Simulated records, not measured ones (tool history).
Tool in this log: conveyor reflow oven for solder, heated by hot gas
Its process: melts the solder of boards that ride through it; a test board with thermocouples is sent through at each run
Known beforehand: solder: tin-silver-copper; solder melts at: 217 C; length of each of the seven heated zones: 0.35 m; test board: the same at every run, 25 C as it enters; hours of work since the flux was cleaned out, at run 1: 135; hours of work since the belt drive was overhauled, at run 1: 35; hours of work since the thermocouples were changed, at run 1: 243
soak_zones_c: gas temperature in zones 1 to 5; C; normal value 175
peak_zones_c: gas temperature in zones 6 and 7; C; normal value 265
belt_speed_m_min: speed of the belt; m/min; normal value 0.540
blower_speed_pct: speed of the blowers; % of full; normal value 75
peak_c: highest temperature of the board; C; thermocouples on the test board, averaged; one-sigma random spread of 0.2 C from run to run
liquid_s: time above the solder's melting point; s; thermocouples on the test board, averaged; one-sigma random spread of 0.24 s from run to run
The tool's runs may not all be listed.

run	day	soak_zones_c	peak_zones_c	belt_speed_m_min	blower_speed_pct	hours of work since the flux was cleaned out	hours of work since the belt drive was overhauled	hours of work since the thermocouples were changed	peak_c	liquid_s
1	0.000	175	265	0.540	75	135	35	243	250.4	57.6
2	0.279	175	265	0.540	75	139	39	247	250.7	57.4
3	0.492	175	265	0.540	75	142	42	250	250.7	57.7
4	0.688	175	265	0.540	75	144	45	253	250.6	57.8
5	1.150	175	265	0.540	75	151	52	259	250.7	57.6
6	1.479	175	265	0.540	75	155	56	264	250.5	57.6
7	1.825	175	265	0.540	75	160	61	269	250.5	57.6
8	2.058	175	265	0.540	75	164	65	272	250.5	57.9
9	2.279	175	265	0.540	84	167	68	275	252.0	59.0
10	2.554	175	265	0.540	84	171	72	279	252.5	59.3
11	2.879	175	265	0.540	84	175	76	284	252.6	59.6
12	3.088	175	265	0.540	84	178	79	287	252.0	59.6
13	3.467	175	265	0.540	84	184	84	292	252.5	59.4
# day 3.921: flux residue cleaned out of gas plates and filters
14	4.050	175	265	0.540	84	2	90	297	253.7	59.9
15	4.483	171	265	0.540	75	8	96	303	250.8	56.3
16	4.771	171	265	0.540	75	12	100	307	250.9	56.7
17	4.975	175	272	0.572	75	15	103	310	256.1	57.6
18	5.175	188	260	0.567	75	18	106	313	248.1	58.2
19	5.367	163	272	0.567	52	20	108	316	246.1	44.9
20	5.729	163	272	0.567	52	26	114	321	245.8	45.2
21	6.004	188	279	0.617	52	29	117	325	253.9	55.1
22	6.217	183	272	0.540	75	32	120	328	259.0	66.9
23	6.667	185	267	0.540	75	39	127	334	254.9	64.6
24	6.862	174	267	0.540	75	42	130	337	253.1	59.0
25	7.217	174	280	0.562	75	47	135	342	263.4	62.9
26	7.554	174	265	0.540	56	51	139	347	246.1	52.5
27	7.796	174	265	0.540	56	55	143	350	246.3	52.2
28	8.025	175	259	0.507	75	58	146	353	247.8	59.8

Run 29 comes next. What will it give?
29	8.429	175	259	0.507	75	64	152	359	?	?

peak_c: 248.2 C
liquid_s: 60.1 s
With no hidden state in the tool, this same run would have given peak_c 247.5 C, liquid_s 59.5 s.

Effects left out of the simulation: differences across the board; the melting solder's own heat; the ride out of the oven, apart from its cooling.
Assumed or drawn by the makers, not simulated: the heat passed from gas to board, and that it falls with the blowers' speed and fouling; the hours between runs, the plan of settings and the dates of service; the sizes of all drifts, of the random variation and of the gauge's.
